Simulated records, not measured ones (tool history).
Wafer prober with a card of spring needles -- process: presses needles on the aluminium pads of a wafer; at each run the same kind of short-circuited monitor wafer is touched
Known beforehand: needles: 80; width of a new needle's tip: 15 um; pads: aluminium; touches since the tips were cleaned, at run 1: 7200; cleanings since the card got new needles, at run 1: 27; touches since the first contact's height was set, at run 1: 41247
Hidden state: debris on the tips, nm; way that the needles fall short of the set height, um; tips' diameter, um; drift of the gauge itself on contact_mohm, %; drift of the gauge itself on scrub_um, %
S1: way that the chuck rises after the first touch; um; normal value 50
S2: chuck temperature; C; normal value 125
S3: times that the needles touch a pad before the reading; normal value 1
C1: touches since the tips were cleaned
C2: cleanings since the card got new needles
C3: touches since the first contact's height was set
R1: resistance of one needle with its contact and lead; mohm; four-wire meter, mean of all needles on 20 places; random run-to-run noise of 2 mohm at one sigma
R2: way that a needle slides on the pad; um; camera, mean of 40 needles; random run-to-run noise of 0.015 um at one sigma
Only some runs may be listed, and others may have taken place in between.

run 1 hour=0.0 | S1=50 S2=125 S3=1 | C1=7200 C2=27 C3=41247 | R1=215 R2=9.22
-- hour=1.9 tips cleaned on abrasive film
run 2 hour=17.3 | S1=50 S2=125 S3=2 | C1=5671 C2=28 C3=47602 | R1=214 R2=9.20
-- hour=22.8 tips cleaned on abrasive film
run 3 hour=32.1 | S1=50 S2=125 S3=2 | C1=3448 C2=29 C3=53070 | R1=218 R2=9.19
-- hour=44.1 tips cleaned on abrasive film
run 4 hour=46.3 | S1=50 S2=125 S3=1 | C1=820 C2=30 C3=58288 | R1=216 R2=9.19
run 5 hour=63.2 | S1=50 S2=125 S3=1 | C1=7049 C2=30 C3=64517 | R1=217 R2=9.18
-- hour=64.7 tips cleaned on abrasive film
run 6 hour=77.0 | S1=50 S2=125 S3=1 | C1=4536 C2=31 C3=69582 | R1=212 R2=9.20
-- hour=86.5 tips cleaned on abrasive film
run 7 hour=90.1 | S1=50 S2=125 S3=1 | C1=1303 C2=32 C3=74395 | R1=215 R2=9.18
run 8 hour=98.6 | S1=50 S2=125 S3=1 | C1=4471 C2=32 C3=77563 | R1=215 R2=9.19
-- hour=108.1 tips cleaned on abrasive film
run 9 hour=113.9 | S1=67 S2=125 S3=1 | C1=2127 C2=33 C3=83167 | R1=208 R2=12.35
-- hour=128.9 tips cleaned on abrasive film
run 10 hour=130.5 | S1=67 S2=125 S3=1 | C1=590 C2=34 C3=89286 | R1=209 R2=12.29
run 11 hour=148.5 | S1=67 S2=125 S3=1 | C1=7254 C2=34 C3=95950 | R1=205 R2=12.28
-- hour=150.4 tips cleaned on abrasive film
-- hour=155.4 height of the first contact set anew
run 12 hour=158.9 | S1=50 S2=125 S3=1 | C1=3018 C2=35 C3=1291 | R1=216 R2=9.16
run 13 hour=169.6 | S1=50 S2=125 S3=2 | C1=6981 C2=35 C3=5254 | R1=216 R2=9.14
-- hour=172.6 tips cleaned on abrasive film
run 14 hour=189.2 | S1=50 S2=125 S3=2 | C1=6152 C2=36 C3=12497 | R1=219 R2=9.16
-- hour=193.9 tips cleaned on abrasive film
run 15 hour=198.5 | S1=50 S2=30 S3=2 | C1=1704 C2=37 C3=15895 | R1=193 R2=9.16
run 16 hour=212.8 | S1=49 S2=125 S3=1 | C1=6974 C2=37 C3=21165 | R1=218 R2=8.98
-- hour=214.5 tips cleaned on abrasive film
run 17 hour=225.3 | S1=49 S2=125 S3=1 | C1=3983 C2=38 C3=25769 | R1=217 R2=8.96
run 18 hour=234.2 | S1=38 S2=87 S3=1 | C1=7269 C2=38 C3=29055 | R1=219 R2=6.96
-- hour=235.8 tips cleaned on abrasive film
run 19 hour=245.5 | S1=50 S2=58 S3=3 | C1=3616 C2=39 C3=33220 | R1=199 R2=9.14
run 20 hour=255.4 | S1=32 S2=125 S3=1 | C1=7275 C2=39 C3=36879 | R1=240 R2=5.83
-- hour=257.1 tips cleaned on abrasive film
run 21 hour=267.5 | S1=32 S2=78 S3=2 | C1=3855 C2=40 C3=41333 | R1=223 R2=5.86
-- hour=278.0 tips cleaned on abrasive film
run 22 hour=284.2 | S1=32 S2=78 S3=2 | C1=2293 C2=41 C3=47465 | R1=222 R2=5.86
-- hour=298.7 tips cleaned on abrasive film
run 23 hour=304.0 | S1=32 S2=78 S3=2 | C1=1937 C2=42 C3=54740 | R1=219 R2=5.84
run 24 hour=318.6 | S1=32 S2=78 S3=2 | C1=7345 C2=42 C3=60148 | R1=221 R2=5.84
-- hour=320.5 tips cleaned on abrasive film
run 25 hour=336.5 | S1=37 S2=68 S3=1 | C1=5888 C2=43 C3=66728 | R1=212 R2=6.75
-- hour=341.4 tips cleaned on abrasive film
run 26 hour=350.1 | S1=66 S2=68 S3=2 | C1=3206 C2=44 C3=71741 | R1=196 R2=12.05
run 27 hour=359.5 | S1=50 S2=125 S3=1 | C1=6681 C2=44 C3=75216 | R1=218 R2=9.13
-- hour=363.5 tips cleaned on abrasive film
run 28 hour=371.9 | S1=48 S2=89 S3=1 | C1=3138 C2=45 C3=79792 | R1=211 R2=8.74
-- hour=385.7 tips cleaned on abrasive film
run 29 hour=388.6 | S1=48 S2=89 S3=1 | C1=1090 C2=46 C3=85936 | R1=211 R2=8.76
-- hour=399.2 gauge calibrated
-- hour=406.4 tips cleaned on abrasive film
run 30 hour=407.7 | S1=48 S2=89 S3=1 | C1=489 C2=47 C3=92949 | R1=212 R2=8.81

The next listed run, before its measurement:
run 31 hour=417.6 | S1=48 S2=100 S3=2 | C1=4148 C2=47 C3=96608 | R1=? R2=?

{"run 31": {"R1": 212, "R2": 8.84}}
With no hidden state in the tool, this same run would have given R1 212 mohm, R2 8.85 um.
